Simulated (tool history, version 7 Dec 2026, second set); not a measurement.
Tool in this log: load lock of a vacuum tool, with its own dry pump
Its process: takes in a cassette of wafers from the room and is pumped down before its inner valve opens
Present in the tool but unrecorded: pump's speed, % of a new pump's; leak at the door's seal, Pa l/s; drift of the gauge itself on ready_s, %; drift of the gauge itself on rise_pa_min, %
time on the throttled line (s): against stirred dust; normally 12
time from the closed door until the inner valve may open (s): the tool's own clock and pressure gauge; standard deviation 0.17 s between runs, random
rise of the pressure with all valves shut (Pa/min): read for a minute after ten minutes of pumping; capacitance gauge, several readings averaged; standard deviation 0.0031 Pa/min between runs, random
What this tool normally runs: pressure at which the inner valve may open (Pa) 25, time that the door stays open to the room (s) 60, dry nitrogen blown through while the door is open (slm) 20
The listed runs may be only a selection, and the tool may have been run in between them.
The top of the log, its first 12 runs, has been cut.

run     day  time on the throttled line (s)  pressure at which the inner valve may open (Pa)  time that the door stays open to the room (s)  dry nitrogen blown through while the door is open (slm)  hours that the pump has run since its overhaul  times that the door has closed on its seal  incoming humidity of the room's air, %  time from the closed door until the inner valve may open (s)  rise of the pressure with all valves shut (Pa/min)
 13  42.708                              12                                               25                                             96                                                       20                                            2066                                       43438                                    44.6                                                          25.3                                               0.117
 14  44.854                              12                                               25                                             96                                                       20                                            2118                                       43609                                    44.2                                                          25.3                                               0.118
 15  48.558                              12                                               25                                             96                                                       20                                            2206                                       43903                                    48.1                                                          25.4                                               0.125
 16  52.617                              12                                               25                                             96                                                       20                                            2304                                       44226                                      46                                                          25.6                                                0.12
 17    55.1                              12                                               25                                             96                                                       20                                            2363                                       44423                                    43.2                                                          25.7                                               0.116
 18  58.046                              10                                               31                                            158                                                        5                                            2434                                       44657                                    46.4                                                          23.7                                               0.222
 19   62.15                              16                                               29                                             60                                                       20                                            2533                                       44983                                    44.4                                                          28.2                                               0.085
 20  65.979                              18                                               33                                             95                                                       20                                            2625                                       45287                                    46.1                                                          29.4                                               0.117
 21  69.846                              11                                               25                                             60                                                       20                                            2717                                       45595                                    46.3                                                          24.9                                               0.093
 22  73.075                              11                                               25                                            216                                                       20                                            2795                                       45851                                    46.2                                                          24.6                                               0.208
 23  77.158                              11                                               25                                             52                                                       34                                            2893                                       46176                                    42.4                                                          24.9                                               0.066
 24  80.762                              11                                               25                                             52                                                       34                                            2979                                       46463                                    46.3                                                          24.7                                               0.067
     82.446  -- door's seal changed, seat wiped
 25  83.317                              11                                               25                                             52                                                       34                                            3039                                          69                                    45.7                                                          24.8                                               0.065
 26  85.325                              11                                               25                                             52                                                       34                                            3087                                         229                                    45.2                                                          25.1                                               0.069
 27  89.933                              24                                               25                                             96                                                       20                                            3198                                         595                                    45.9                                                          34.1                                               0.116
 28  92.292                              24                                               25                                             96                                                       20                                            3255                                         783                                      46                                                          34.1                                               0.124

What does the tool deliver on the next run?
 29  95.346                              10                                               39                                            116                                                        5                                            3328                                        1025                                      47                                                             ?                                                   ?

Run 29 came out at time from the closed door until the inner valve may open (s) 23.1, rise of the pressure with all valves shut (Pa/min) 0.178.
On a tool with no hidden condition, and with the same random variation, this run would have come out at time from the closed door until the inner valve may open (s) 23.1, rise of the pressure with all valves shut (Pa/min) 0.178.

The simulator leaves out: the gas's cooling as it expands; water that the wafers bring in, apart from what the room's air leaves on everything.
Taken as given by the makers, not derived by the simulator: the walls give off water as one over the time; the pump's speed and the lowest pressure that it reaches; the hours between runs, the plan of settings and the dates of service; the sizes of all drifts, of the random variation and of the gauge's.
